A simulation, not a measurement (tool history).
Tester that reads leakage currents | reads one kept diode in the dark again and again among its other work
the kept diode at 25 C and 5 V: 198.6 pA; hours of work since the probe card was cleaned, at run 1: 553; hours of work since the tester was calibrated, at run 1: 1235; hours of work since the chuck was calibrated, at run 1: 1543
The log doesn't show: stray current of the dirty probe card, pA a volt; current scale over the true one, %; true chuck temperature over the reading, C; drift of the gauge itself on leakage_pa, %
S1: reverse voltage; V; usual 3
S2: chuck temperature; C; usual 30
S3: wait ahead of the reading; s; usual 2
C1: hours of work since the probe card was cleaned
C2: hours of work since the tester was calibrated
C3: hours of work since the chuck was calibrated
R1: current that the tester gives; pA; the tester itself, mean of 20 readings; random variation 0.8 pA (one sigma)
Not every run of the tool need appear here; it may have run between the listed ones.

{"run": 1, "hour": 0.0, "S1": 3, "S2": 30, "S3": 2, "C1": 553, "C2": 1235, "C3": 1543, "R1": 302.15}
{"run": 2, "hour": 90.2, "S1": 3, "S2": 30, "S3": 2, "C1": 611, "C2": 1292, "C3": 1601, "R1": 302.9}
{"run": 3, "hour": 140.5, "S1": 3, "S2": 30, "S3": 2, "C1": 643, "C2": 1324, "C3": 1633, "R1": 305.4}
{"run": 4, "hour": 246.8, "S1": 3, "S2": 30, "S3": 2, "C1": 711, "C2": 1392, "C3": 1701, "R1": 306.3}
{"run": 5, "hour": 309.0, "S1": 3, "S2": 30, "S3": 3.21, "C1": 750, "C2": 1432, "C3": 1740, "R1": 305.62}
{"run": 6, "hour": 367.0, "S1": 3, "S2": 30, "S3": 3.21, "C1": 787, "C2": 1469, "C3": 1777, "R1": 308.25}
{"hour": 448.9, "done": "chuck's temperature calibrated"}
{"run": 7, "hour": 461.4, "S1": 3, "S2": 30, "S3": 3.21, "C1": 846, "C2": 1528, "C3": 8, "R1": 268.81}
{"run": 8, "hour": 572.5, "S1": 3, "S2": 50, "S3": 2, "C1": 917, "C2": 1598, "C3": 79, "R1": 1522.21}
{"run": 9, "hour": 630.6, "S1": 3, "S2": 30, "S3": 2, "C1": 954, "C2": 1635, "C3": 116, "R1": 271.39}
{"run": 10, "hour": 680.1, "S1": 3, "S2": 56, "S3": 2, "C1": 986, "C2": 1667, "C3": 147, "R1": 2475.35}
{"run": 11, "hour": 743.9, "S1": 3, "S2": 30, "S3": 2, "C1": 1026, "C2": 1708, "C3": 188, "R1": 271.46}
{"run": 12, "hour": 827.5, "S1": 3, "S2": 30, "S3": 2, "C1": 1080, "C2": 1761, "C3": 241, "R1": 274.52}
{"run": 13, "hour": 884.9, "S1": 3, "S2": 30, "S3": 2, "C1": 1116, "C2": 1798, "C3": 278, "R1": 273.54}
{"run": 14, "hour": 999.1, "S1": 3, "S2": 30, "S3": 2, "C1": 1189, "C2": 1870, "C3": 351, "R1": 276.1}
{"run": 15, "hour": 1049.7, "S1": 3, "S2": 30, "S3": 1.81, "C1": 1221, "C2": 1903, "C3": 383, "R1": 276.66}
{"run": 16, "hour": 1117.9, "S1": 3, "S2": 30, "S3": 1.81, "C1": 1265, "C2": 1946, "C3": 426, "R1": 278.03}
{"run": 17, "hour": 1209.0, "S1": 3, "S2": 30, "S3": 0.35, "C1": 1323, "C2": 2004, "C3": 485, "R1": 278.27}
{"run": 18, "hour": 1324.8, "S1": 1.45, "S2": 50, "S3": 0.44, "C1": 1397, "C2": 2078, "C3": 558, "R1": 1222.2}
{"run": 19, "hour": 1443.3, "S1": 1.43, "S2": 60, "S3": 0.44, "C1": 1472, "C2": 2154, "C3": 634, "R1": 2694.58}
{"run": 20, "hour": 1551.2, "S1": 1.88, "S2": 60, "S3": 0.67, "C1": 1541, "C2": 2222, "C3": 703, "R1": 2958.48}
{"run": 21, "hour": 1637.6, "S1": 3, "S2": 37, "S3": 4.88, "C1": 1596, "C2": 2277, "C3": 758, "R1": 535.19}
{"run": 22, "hour": 1753.1, "S1": 1.8, "S2": 30, "S3": 1.39, "C1": 1670, "C2": 2351, "C3": 831, "R1": 238.34}
{"run": 23, "hour": 1820.1, "S1": 1.8, "S2": 20, "S3": 1.39, "C1": 1712, "C2": 2394, "C3": 874, "R1": 93.73}
{"run": 24, "hour": 1938.1, "S1": 3.23, "S2": 20, "S3": 8.18, "C1": 1788, "C2": 2469, "C3": 949, "R1": 117.24}
{"run": 25, "hour": 2034.9, "S1": 1.71, "S2": 28, "S3": 8.05, "C1": 1849, "C2": 2531, "C3": 1011, "R1": 197.83}

Measured minus without-hidden-state, run by run (identical run-to-run variation in each term; gauge scatter may differ):
run=1 R1=+34.8
run=2 R1=+36.15
run=3 R1=+37.2
run=4 R1=+38.79
run=5 R1=+39.54
run=6 R1=+40.58
run=7 R1=+1.47
run=8 R1=+5.54
run=9 R1=+3.85
run=10 R1=+17.5
run=11 R1=+5.37
run=12 R1=+6.66
run=13 R1=+7.53
run=14 R1=+9.06
run=15 R1=+9.75
run=16 R1=+10.72
run=17 R1=+12.06
run=18 R1=+41.46
run=19 R1=+94.94
run=20 R1=+116.57
run=21 R1=+29.84
run=22 R1=+15.76
run=23 R1=+8.21
run=24 R1=+12.26
run=25 R1=+16.1

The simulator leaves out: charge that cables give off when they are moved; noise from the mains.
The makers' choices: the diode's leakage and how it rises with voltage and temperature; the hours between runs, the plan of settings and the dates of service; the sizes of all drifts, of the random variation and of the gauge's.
